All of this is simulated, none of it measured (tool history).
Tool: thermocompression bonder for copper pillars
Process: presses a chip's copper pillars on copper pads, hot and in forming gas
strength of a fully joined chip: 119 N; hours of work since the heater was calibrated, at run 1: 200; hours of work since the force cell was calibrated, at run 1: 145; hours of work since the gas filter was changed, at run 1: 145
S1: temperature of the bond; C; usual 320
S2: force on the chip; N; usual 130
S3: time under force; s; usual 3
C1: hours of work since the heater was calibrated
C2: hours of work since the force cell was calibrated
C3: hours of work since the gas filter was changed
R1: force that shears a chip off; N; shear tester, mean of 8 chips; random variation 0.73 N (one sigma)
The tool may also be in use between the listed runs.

run 1 day=0 | S1=320 S2=130 S3=3 | C1=200 C2=145 C3=145 | R1=46.8
run 2 day=2.058 | S1=344 S2=130 S3=3 | C1=231 C2=176 C3=176 | R1=63.3
run 3 day=4.125 | S1=320 S2=130 S3=3 | C1=262 C2=208 C3=208 | R1=46.3
run 4 day=5.292 | S1=320 S2=130 S3=3 | C1=280 C2=225 C3=225 | R1=46.1
run 5 day=6.862 | S1=320 S2=130 S3=3 | C1=304 C2=249 C3=249 | R1=45.3
run 6 day=8.775 | S1=320 S2=130 S3=3 | C1=333 C2=278 C3=278 | R1=45
run 7 day=10.554 | S1=320 S2=177 S3=3 | C1=359 C2=305 C3=305 | R1=61.8
run 8 day=12.2 | S1=320 S2=130 S3=3 | C1=384 C2=330 C3=330 | R1=44.5
run 9 day=14.029 | S1=320 S2=130 S3=3 | C1=412 C2=357 C3=357 | R1=44.1
run 10 day=16.112 | S1=320 S2=130 S3=3 | C1=443 C2=389 C3=389 | R1=43
run 11 day=17.367 | S1=320 S2=130 S3=3 | C1=462 C2=408 C3=408 | R1=42.6
run 12 day=18.804 | S1=320 S2=153 S3=3 | C1=484 C2=429 C3=429 | R1=50.2
-- day=19.921 forming gas filter changed
run 13 day=20.221 | S1=320 S2=153 S3=3 | C1=505 C2=450 C3=5 | R1=53.6
run 14 day=21.329 | S1=320 S2=153 S3=3 | C1=522 C2=467 C3=21 | R1=55.2
run 15 day=23.138 | S1=303 S2=141 S3=2 | C1=549 C2=494 C3=49 | R1=31
run 16 day=24.5 | S1=303 S2=141 S3=2 | C1=570 C2=515 C3=69 | R1=32.2
run 17 day=26.158 | S1=303 S2=141 S3=2 | C1=595 C2=540 C3=94 | R1=31.3
run 18 day=28.208 | S1=320 S2=126 S3=3 | C1=626 C2=571 C3=125 | R1=43.7
run 19 day=30.033 | S1=320 S2=101 S3=3 | C1=653 C2=599 C3=153 | R1=33.2
run 20 day=31.604 | S1=320 S2=101 S3=3 | C1=677 C2=622 C3=176 | R1=32.7
run 21 day=32.629 | S1=320 S2=104 S3=3 | C1=693 C2=638 C3=192 | R1=32.2
run 22 day=34.967 | S1=320 S2=104 S3=3 | C1=728 C2=673 C3=227 | R1=32.3
run 23 day=36.496 | S1=320 S2=104 S3=3 | C1=751 C2=696 C3=250 | R1=32.3

Run 24 comes next. What will it give?
run 24 day=38.029 | S1=332 S2=91 S3=7 | C1=774 C2=719 C3=273 | R1=?

{"run 24": {"R1": 44.8}}
Without the tool's hidden state the same run would have given R1 56.9 N.
